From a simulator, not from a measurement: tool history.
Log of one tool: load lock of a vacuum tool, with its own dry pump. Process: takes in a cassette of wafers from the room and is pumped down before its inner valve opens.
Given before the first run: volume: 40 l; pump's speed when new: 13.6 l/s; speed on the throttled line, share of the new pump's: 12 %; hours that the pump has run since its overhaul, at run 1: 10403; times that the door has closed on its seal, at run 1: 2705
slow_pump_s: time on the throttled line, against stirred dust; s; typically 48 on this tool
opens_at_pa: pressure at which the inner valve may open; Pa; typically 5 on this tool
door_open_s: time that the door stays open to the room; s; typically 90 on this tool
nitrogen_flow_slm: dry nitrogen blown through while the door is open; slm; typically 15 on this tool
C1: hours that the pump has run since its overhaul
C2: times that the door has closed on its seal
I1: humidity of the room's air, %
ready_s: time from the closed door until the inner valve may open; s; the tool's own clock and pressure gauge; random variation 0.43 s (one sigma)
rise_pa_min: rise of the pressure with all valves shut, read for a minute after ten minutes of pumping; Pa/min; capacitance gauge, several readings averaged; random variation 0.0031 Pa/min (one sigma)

{"run": 1, "hour": 0.0, "slow_pump_s": 48, "opens_at_pa": 5, "door_open_s": 90, "nitrogen_flow_slm": 15, "C1": 10403, "C2": 2705, "I1": 48.8, "ready_s": 74.8, "rise_pa_min": 0.072}
{"run": 2, "hour": 206.8, "slow_pump_s": 48, "opens_at_pa": 5, "door_open_s": 90, "nitrogen_flow_slm": 15, "C1": 10610, "C2": 3325, "I1": 46.2, "ready_s": 74.7, "rise_pa_min": 0.074}
{"run": 3, "hour": 413.9, "slow_pump_s": 48, "opens_at_pa": 5, "door_open_s": 73, "nitrogen_flow_slm": 15, "C1": 10817, "C2": 3946, "I1": 44.6, "ready_s": 74.8, "rise_pa_min": 0.063}
{"run": 4, "hour": 668.6, "slow_pump_s": 48, "opens_at_pa": 8, "door_open_s": 90, "nitrogen_flow_slm": 15, "C1": 11071, "C2": 4709, "I1": 47.6, "ready_s": 74.1, "rise_pa_min": 0.073}
{"run": 5, "hour": 934.8, "slow_pump_s": 48, "opens_at_pa": 8, "door_open_s": 90, "nitrogen_flow_slm": 15, "C1": 11338, "C2": 5507, "I1": 42.4, "ready_s": 73.5, "rise_pa_min": 0.071}
{"run": 6, "hour": 1058.4, "slow_pump_s": 48, "opens_at_pa": 8, "door_open_s": 90, "nitrogen_flow_slm": 15, "C1": 11461, "C2": 5878, "I1": 46.8, "ready_s": 74.3, "rise_pa_min": 0.074}
{"run": 7, "hour": 1188.8, "slow_pump_s": 48, "opens_at_pa": 5, "door_open_s": 90, "nitrogen_flow_slm": 15, "C1": 11591, "C2": 6269, "I1": 44.1, "ready_s": 76, "rise_pa_min": 0.071}
{"run": 8, "hour": 1475.2, "slow_pump_s": 48, "opens_at_pa": 5, "door_open_s": 90, "nitrogen_flow_slm": 12, "C1": 11878, "C2": 7128, "I1": 44.2, "ready_s": 76.5, "rise_pa_min": 0.079}
{"run": 9, "hour": 1727.0, "slow_pump_s": 48, "opens_at_pa": 5, "door_open_s": 90, "nitrogen_flow_slm": 18, "C1": 12130, "C2": 7883, "I1": 42.8, "ready_s": 75.9, "rise_pa_min": 0.075}
{"run": 10, "hour": 1972.0, "slow_pump_s": 48, "opens_at_pa": 5, "door_open_s": 90, "nitrogen_flow_slm": 4, "C1": 12375, "C2": 8617, "I1": 38.7, "ready_s": 75.8, "rise_pa_min": 0.091}
{"run": 11, "hour": 2185.2, "slow_pump_s": 48, "opens_at_pa": 5, "door_open_s": 90, "nitrogen_flow_slm": 4, "C1": 12588, "C2": 9256, "I1": 43.1, "ready_s": 75.9, "rise_pa_min": 0.096}
{"run": 12, "hour": 2333.5, "slow_pump_s": 57, "opens_at_pa": 5, "door_open_s": 90, "nitrogen_flow_slm": 15, "C1": 12736, "C2": 9701, "I1": 42.8, "ready_s": 82.9, "rise_pa_min": 0.084}
{"run": 13, "hour": 2533.5, "slow_pump_s": 57, "opens_at_pa": 5, "door_open_s": 90, "nitrogen_flow_slm": 15, "C1": 12936, "C2": 10301, "I1": 43.5, "ready_s": 83.1, "rise_pa_min": 0.091}
{"run": 14, "hour": 2716.4, "slow_pump_s": 57, "opens_at_pa": 5, "door_open_s": 90, "nitrogen_flow_slm": 15, "C1": 13119, "C2": 10849, "I1": 43.9, "ready_s": 83.6, "rise_pa_min": 0.081}
{"run": 15, "hour": 2993.6, "slow_pump_s": 57, "opens_at_pa": 5, "door_open_s": 90, "nitrogen_flow_slm": 15, "C1": 13396, "C2": 11680, "I1": 43.5, "ready_s": 84.1, "rise_pa_min": 0.09}
{"run": 16, "hour": 3201.2, "slow_pump_s": 48, "opens_at_pa": 5, "door_open_s": 90, "nitrogen_flow_slm": 15, "C1": 13604, "C2": 12303, "I1": 45, "ready_s": 76.8, "rise_pa_min": 0.095}
{"run": 17, "hour": 3437.3, "slow_pump_s": 48, "opens_at_pa": 5, "door_open_s": 90, "nitrogen_flow_slm": 15, "C1": 13840, "C2": 13010, "I1": 41.6, "ready_s": 77.4, "rise_pa_min": 0.089}
{"run": 18, "hour": 3715.1, "slow_pump_s": 25, "opens_at_pa": 5, "door_open_s": 90, "nitrogen_flow_slm": 15, "C1": 14118, "C2": 13843, "I1": 48, "ready_s": 57.4, "rise_pa_min": 0.097}
{"run": 19, "hour": 3943.6, "slow_pump_s": 25, "opens_at_pa": 5, "door_open_s": 90, "nitrogen_flow_slm": 15, "C1": 14346, "C2": 14528, "I1": 41.8, "ready_s": 56.8, "rise_pa_min": 0.101}
{"run": 20, "hour": 4142.7, "slow_pump_s": 48, "opens_at_pa": 6, "door_open_s": 90, "nitrogen_flow_slm": 5, "C1": 14545, "C2": 15125, "I1": 43.8, "ready_s": 76.8, "rise_pa_min": 0.118}
{"run": 21, "hour": 4284.3, "slow_pump_s": 48, "opens_at_pa": 6, "door_open_s": 90, "nitrogen_flow_slm": 5, "C1": 14687, "C2": 15550, "I1": 46.6, "ready_s": 75.6, "rise_pa_min": 0.12}
{"run": 22, "hour": 4458.9, "slow_pump_s": 78, "opens_at_pa": 5, "door_open_s": 174, "nitrogen_flow_slm": 13, "C1": 14862, "C2": 16073, "I1": 47.9, "ready_s": 101.4, "rise_pa_min": 0.145}
{"run": 23, "hour": 4654.5, "slow_pump_s": 30, "opens_at_pa": 7, "door_open_s": 90, "nitrogen_flow_slm": 15, "C1": 15057, "C2": 16660, "I1": 45.1, "ready_s": 60.1, "rise_pa_min": 0.11}
{"run": 24, "hour": 4935.3, "slow_pump_s": 48, "opens_at_pa": 9, "door_open_s": 44, "nitrogen_flow_slm": 15, "C1": 15338, "C2": 17502, "I1": 42.5, "ready_s": 74.7, "rise_pa_min": 0.09}
{"run": 25, "hour": 5171.8, "slow_pump_s": 32, "opens_at_pa": 8, "door_open_s": 26, "nitrogen_flow_slm": 24, "C1": 15575, "C2": 18211, "I1": 43.6, "ready_s": 62.1, "rise_pa_min": 0.082}
{"run": 26, "hour": 5403.7, "slow_pump_s": 29, "opens_at_pa": 6, "door_open_s": 40, "nitrogen_flow_slm": 10, "C1": 15806, "C2": 18906, "I1": 46.6, "ready_s": 60, "rise_pa_min": 0.103}
{"run": 27, "hour": 5639.1, "slow_pump_s": 29, "opens_at_pa": 6, "door_open_s": 81, "nitrogen_flow_slm": 10, "C1": 16042, "C2": 19612, "I1": 47.3, "ready_s": 61, "rise_pa_min": 0.123}
{"run": 28, "hour": 5890.3, "slow_pump_s": 27, "opens_at_pa": 5, "door_open_s": 80, "nitrogen_flow_slm": 17, "C1": 16293, "C2": 20365, "I1": 42.2, "ready_s": 59.5, "rise_pa_min": 0.112}
{"run": 29, "hour": 6127.7, "slow_pump_s": 27, "opens_at_pa": 4, "door_open_s": 80, "nitrogen_flow_slm": 10, "C1": 16530, "C2": 21077, "I1": 46.9, "ready_s": 61.4, "rise_pa_min": 0.128}
{"run": 30, "hour": 6353.0, "slow_pump_s": 27, "opens_at_pa": 4, "door_open_s": 80, "nitrogen_flow_slm": 10, "C1": 16756, "C2": 21752, "I1": 44.2, "ready_s": 60.8, "rise_pa_min": 0.129}
{"run": 31, "hour": 6637.8, "slow_pump_s": 36, "opens_at_pa": 6, "door_open_s": 209, "nitrogen_flow_slm": 15, "C1": 17040, "C2": 22606, "I1": 44.4, "ready_s": 66.9, "rise_pa_min": 0.169}
{"run": 32, "hour": 6941.3, "slow_pump_s": 36, "opens_at_pa": 6, "door_open_s": 81, "nitrogen_flow_slm": 12, "C1": 17344, "C2": 23516, "I1": 43.4, "ready_s": 66.7, "rise_pa_min": 0.129}
{"run": 33, "hour": 7158.7, "slow_pump_s": 36, "opens_at_pa": 6, "door_open_s": 81, "nitrogen_flow_slm": 12, "C1": 17561, "C2": 24168, "I1": 44.4, "ready_s": 67.6, "rise_pa_min": 0.14}
{"run": 34, "hour": 7375.2, "slow_pump_s": 36, "opens_at_pa": 6, "door_open_s": 81, "nitrogen_flow_slm": 12, "C1": 17778, "C2": 24817, "I1": 44.3, "ready_s": 67.4, "rise_pa_min": 0.138}
{"run": 35, "hour": 7620.4, "slow_pump_s": 26, "opens_at_pa": 5, "door_open_s": 38, "nitrogen_flow_slm": 15, "C1": 18023, "C2": 25552, "I1": 44.2, "ready_s": 60.4, "rise_pa_min": 0.118}
{"run": 36, "hour": 7909.5, "slow_pump_s": 26, "opens_at_pa": 5, "door_open_s": 38, "nitrogen_flow_slm": 15, "C1": 18312, "C2": 26419, "I1": 46.1, "ready_s": 59.9, "rise_pa_min": 0.127}

Difference, measured minus no-hidden-state, one row per run. Run-to-run variation is common to both terms; the gauge's own scatter need not be:
Hidden state at play: pump's speed, % of a new pump's; leak at the door's seal, Pa l/s; drift of the gauge itself on ready_s, %; drift of the gauge itself on rise_pa_min, %.
run=1 ready_s=+3.5 rise_pa_min=+0.006
run=2 ready_s=+3.6 rise_pa_min=+0.008
run=3 ready_s=+3.7 rise_pa_min=+0.008
run=4 ready_s=+3.5 rise_pa_min=+0.01
run=5 ready_s=+3.6 rise_pa_min=+0.013
run=6 ready_s=+3.7 rise_pa_min=+0.013
run=7 ready_s=+4.1 rise_pa_min=+0.014
run=8 ready_s=+4.2 rise_pa_min=+0.017
run=9 ready_s=+4.3 rise_pa_min=+0.018
run=10 ready_s=+4.4 rise_pa_min=+0.021
run=11 ready_s=+4.4 rise_pa_min=+0.022
run=12 ready_s=+4.4 rise_pa_min=+0.023
run=13 ready_s=+4.4 rise_pa_min=+0.025
run=14 ready_s=+4.4 rise_pa_min=+0.027
run=15 ready_s=+4.7 rise_pa_min=+0.03
run=16 ready_s=+4.9 rise_pa_min=+0.031
run=17 ready_s=+5 rise_pa_min=+0.034
run=18 ready_s=+5.8 rise_pa_min=+0.035
run=19 ready_s=+5.9 rise_pa_min=+0.039
run=20 ready_s=+5.2 rise_pa_min=+0.04
run=21 ready_s=+5.2 rise_pa_min=+0.042
run=22 ready_s=+4.5 rise_pa_min=+0.043
run=23 ready_s=+5.8 rise_pa_min=+0.046
run=24 ready_s=+5.1 rise_pa_min=+0.049
run=25 ready_s=+5.8 rise_pa_min=+0.052
run=26 ready_s=+6.3 rise_pa_min=+0.055
run=27 ready_s=+6.5 rise_pa_min=+0.058
run=28 ready_s=+6.9 rise_pa_min=+0.059
run=29 ready_s=+7.1 rise_pa_min=+0.062
run=30 ready_s=+7.3 rise_pa_min=+0.065
run=31 ready_s=+6.6 rise_pa_min=+0.069
run=32 ready_s=+6.7 rise_pa_min=+0.073
run=33 ready_s=+6.9 rise_pa_min=+0.078
run=34 ready_s=+7 rise_pa_min=+0.077
run=35 ready_s=+7.8 rise_pa_min=+0.081
run=36 ready_s=+7.9 rise_pa_min=+0.086
